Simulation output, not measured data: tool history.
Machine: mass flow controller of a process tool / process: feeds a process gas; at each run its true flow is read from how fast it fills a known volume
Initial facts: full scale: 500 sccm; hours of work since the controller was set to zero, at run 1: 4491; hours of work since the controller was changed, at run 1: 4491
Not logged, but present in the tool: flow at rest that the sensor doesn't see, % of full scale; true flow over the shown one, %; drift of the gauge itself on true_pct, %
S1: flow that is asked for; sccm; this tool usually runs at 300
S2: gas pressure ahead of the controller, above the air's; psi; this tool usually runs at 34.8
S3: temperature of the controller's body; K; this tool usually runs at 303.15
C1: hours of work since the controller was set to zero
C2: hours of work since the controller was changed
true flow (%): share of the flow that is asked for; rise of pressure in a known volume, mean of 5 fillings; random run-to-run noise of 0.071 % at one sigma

Run 1, hour 0: usual settings; C1 4491; C2 4491. Result: true flow (%) 101.25.
Run 2, hour 220.7: usual settings but S3 295.15 K; C1 4636; C2 4636. Result: true flow (%) 101.01.
Run 3, hour 322.8: usual settings; C1 4703; C2 4703. Result: true flow (%) 101.37.
Run 4, hour 531.7: usual settings; C1 4841; C2 4841. Result: true flow (%) 101.27.
Run 5, hour 714.2: usual settings but S3 313.15 K; C1 4961; C2 4961. Result: true flow (%) 101.58.
Run 6, hour 933.8: usual settings but S2 24.2 psi, S3 313.15 K; C1 5106; C2 5106. Result: true flow (%) 101.52.
Run 7, hour 1093: usual settings but S2 24.2 psi, S3 313.15 K; C1 5210; C2 5210. Result: true flow (%) 101.69.
Run 8, hour 1202.8: usual settings but S1 93 sccm; C1 5283; C2 5283. Result: true flow (%) 99.82.
Run 9, hour 1409.4: usual settings but S2 39 psi, S3 306.15 K; C1 5419; C2 5419. Result: true flow (%) 101.66.
At hour 1428.2: controller's zero set anew.
Run 10, hour 1642.5: usual settings but S1 64 sccm, S2 24.8 psi; C1 141; C2 5572. Result: true flow (%) 98.44.
At hour 1753.8: controller's zero set anew, once more.
Run 11, hour 1867.7: usual settings but S1 145 sccm, S2 24.4 psi, S3 308.15 K; C1 75; C2 5720. Result: true flow (%) 101.65.
Run 12, hour 2030.1: usual settings but S1 248 sccm, S2 23.4 psi, S3 300.15 K; C1 182; C2 5826. Result: true flow (%) 101.71.
Run 13, hour 2230: usual settings but S1 223 sccm, S2 31.3 psi, S3 295.15 K; C1 313; C2 5958. Result: true flow (%) 101.73.
Run 14, hour 2438.5: usual settings but S1 160 sccm; C1 451; C2 6095. Result: true flow (%) 101.73.
Run 15, hour 2566.6: usual settings but S1 160 sccm; C1 535; C2 6180. Result: true flow (%) 101.8.

Here are 3 independent what-if runs from the current tool condition. What would each one return?
Run A, hour 2676.9: usual settings but S1 101 sccm, S2 22.8 psi, S3 311.15 K; C1 608; C2 6252. Result: true flow (%) ?.
Run B, hour 2676.9: usual settings but S1 92 sccm; C1 608; C2 6252. Result: true flow (%) ?.
Run C, hour 2676.9: usual settings but S1 160 sccm, S3 299.15 K; C1 608; C2 6252. Result: true flow (%) ?.

run  true flow (%)
  A         101.59
  B         101.44
  C         101.75
With no hidden state in the tool, these same runs would have given:
run  true flow (%)
  A          98.99
  B          98.87
  C          99.05
